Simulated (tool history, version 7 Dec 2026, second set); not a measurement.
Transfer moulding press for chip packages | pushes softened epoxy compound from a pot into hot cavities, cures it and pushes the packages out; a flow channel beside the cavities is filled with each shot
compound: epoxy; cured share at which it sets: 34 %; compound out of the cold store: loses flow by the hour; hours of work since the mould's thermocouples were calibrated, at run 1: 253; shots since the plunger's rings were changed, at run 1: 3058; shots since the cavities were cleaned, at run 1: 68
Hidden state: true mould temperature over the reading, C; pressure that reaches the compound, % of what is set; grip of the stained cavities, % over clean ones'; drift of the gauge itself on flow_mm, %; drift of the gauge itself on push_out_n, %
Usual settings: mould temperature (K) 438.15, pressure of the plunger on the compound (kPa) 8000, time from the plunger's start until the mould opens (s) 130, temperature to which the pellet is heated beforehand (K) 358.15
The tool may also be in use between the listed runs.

run	hour	mould temperature (K)	pressure of the plunger on the compound (kPa)	time from the plunger's start until the mould opens (s)	temperature to which the pellet is heated beforehand (K)	hours of work since the mould's thermocouples were calibrated	shots since the plunger's rings were changed	shots since the cavities were cleaned	incoming compound's hours out of the cold store	length that the compound runs in the flow channel (mm)	greatest force on the pins that push the packages out (N)
1	0.0	438.15	8000	130	358.15	253	3058	68	43.1	441	511
2	30.5	446.15	8000	130	358.15	267	3270	280	25.1	468	554
3	98.5	438.15	8000	130	358.15	299	3743	753	12.5	517	791
4	130.2	438.15	8000	130	358.15	313	3963	973	35.6	454	845
# hour 137.6: cavities cleaned with cleaning compound and waxed
# hour 162.7: plunger's sealing rings changed
5	166.8	438.15	8000	130	358.15	329	29	186	24.4	505	559
6	200.0	438.15	8000	130	358.15	344	259	416	32.0	485	657
7	267.9	438.15	8000	130	358.15	375	731	888	19.8	514	817
# hour 276.4: mould's thermocouples calibrated
# hour 291.6: cavities cleaned with cleaning compound and waxed
8	330.6	438.15	8000	130	358.15	24	1143	272	26.9	492	641
9	383.6	432.15	9560	130	358.15	49	1511	640	36.1	527	1073
# hour 437.9: cavities cleaned with cleaning compound and waxed
10	439.1	438.15	8000	137	358.15	74	1887	8	44.8	442	447
11	498.2	438.15	8000	152	358.15	101	2298	419	10.1	537	638
12	537.3	438.15	8000	142	353.15	119	2569	690	34.6	465	708
13	580.7	436.15	6220	142	361.15	139	2872	993	36.4	410	801
# hour 586.2: cavities cleaned with cleaning compound and waxed
14	643.0	436.15	6220	142	361.15	168	3294	395	30.4	420	683
# hour 694.4: mould's thermocouples calibrated, once more
15	694.4	436.15	6220	142	361.15	0	3637	738	9.7	469	759

Hidden state or all else? Some run-to-run changes of length that the compound runs in the flow channel (mm), split into what the settings, what came in and random variation would give without the hidden state, and what is left for the hidden state (with any gauge scatter that isn't in both results):
Run 4 -> 5: cavities cleaned with cleaning compound and waxed, plunger's sealing rings changed. length that the compound runs in the flow channel (mm) +51: hidden state +25, all else +26.
Run 10 -> 11: time from the plunger's start until the mould opens (s) 137 -> 152. length that the compound runs in the flow channel (mm) +95: hidden state -5, all else +100.
